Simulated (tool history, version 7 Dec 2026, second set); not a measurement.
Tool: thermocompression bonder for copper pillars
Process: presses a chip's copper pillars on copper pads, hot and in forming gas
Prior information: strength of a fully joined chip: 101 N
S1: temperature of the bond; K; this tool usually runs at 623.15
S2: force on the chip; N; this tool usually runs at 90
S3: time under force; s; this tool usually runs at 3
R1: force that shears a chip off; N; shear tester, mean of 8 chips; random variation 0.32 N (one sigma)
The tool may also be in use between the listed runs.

run	hour	S1	S2	S3	R1
1	0	623.15	90	3	38.4
2	21.5	623.15	90	3	38.1
3	33.6	623.15	90	3	38
4	47.9	623.15	90	3	38
5	65	623.15	90	3	37.8
# hour 82.8: forming gas filter changed
6	90	623.15	90	3	39.8
7	110.8	623.15	90	3	39.3
8	136.7	623.15	90	3	38.9
9	154.6	623.15	90	3	38.7
10	172.5	623.15	90	3	38.6
11	200.5	623.15	90	3	38.6
12	220.7	623.15	90	3	37.9
13	247.8	623.15	107	3	42.9
14	261.8	623.15	107	3	42.8
# hour 267.3: force cell calibrated
15	291.6	598.15	90	3	27.4
16	320.3	625.15	90	3	38.7
# hour 331: forming gas filter changed
17	348.1	625.15	90	3	40.4
18	361.3	623.15	123	3	48.7
19	378.9	632.15	111	2	42.9
20	404.5	632.15	113	3	50.3
21	420	632.15	113	3	50
# hour 439: force cell calibrated, once more
22	447.3	639.15	91	3	44.8
23	466.2	593.15	104	2	22.9
24	481.5	593.15	104	2	22.9
25	493.3	614.15	62	4	27.4
26	508.6	627.15	90	5	46.5
27	523.3	627.15	90	5	46.4
28	550.6	623.15	92	8	51.7
29	566.2	623.15	92	8	52.3
# hour 580: forming gas filter changed
30	591.1	594.15	131	2	28.3
31	609.4	594.15	131	2	28.5
32	622.8	616.15	59	4	26.8
33	646.6	623.15	90	6	47.5
34	674.6	623.15	90	6	47.4
35	701.8	623.15	90	6	47.2

For some of the steps in R1 from one run to the next: how much would appear even if the tool had no hidden state, given the settings, what came in and random variation, and how much remains for the hidden state plus any gauge scatter that the measured result and the result without hidden state don't share?
Hidden state at play: true temperature of the bond over the reading, C; force that reaches the chip, % of what is set; oxide that the forming gas leaves, % of the face; drift of the gauge itself on shear_n, %.
Run 21 -> 22: S1 632.15 -> 639.15, S2 113 -> 91, force cell calibrated, once more. R1 -5.2 N: hidden state -1.8, all else -3.4.
Run 22 -> 23: S1 639.15 -> 593.15, S2 91 -> 104, S3 3 -> 2. R1 -21.9 N: hidden state +1.3, all else -23.2.
Run 25 -> 26: S1 614.15 -> 627.15, S2 62 -> 90, S3 4 -> 5. R1 +19.1 N: hidden state -1.6, all else +20.7.
Run 29 -> 30: S1 623.15 -> 594.15, S2 92 -> 131, S3 8 -> 2, forming gas filter changed. R1 -24 N: hidden state +3, all else -27.
Run 32 -> 33: S1 616.15 -> 623.15, S2 59 -> 90, S3 4 -> 6. R1 +20.7 N: hidden state -1.6, all else +22.3.
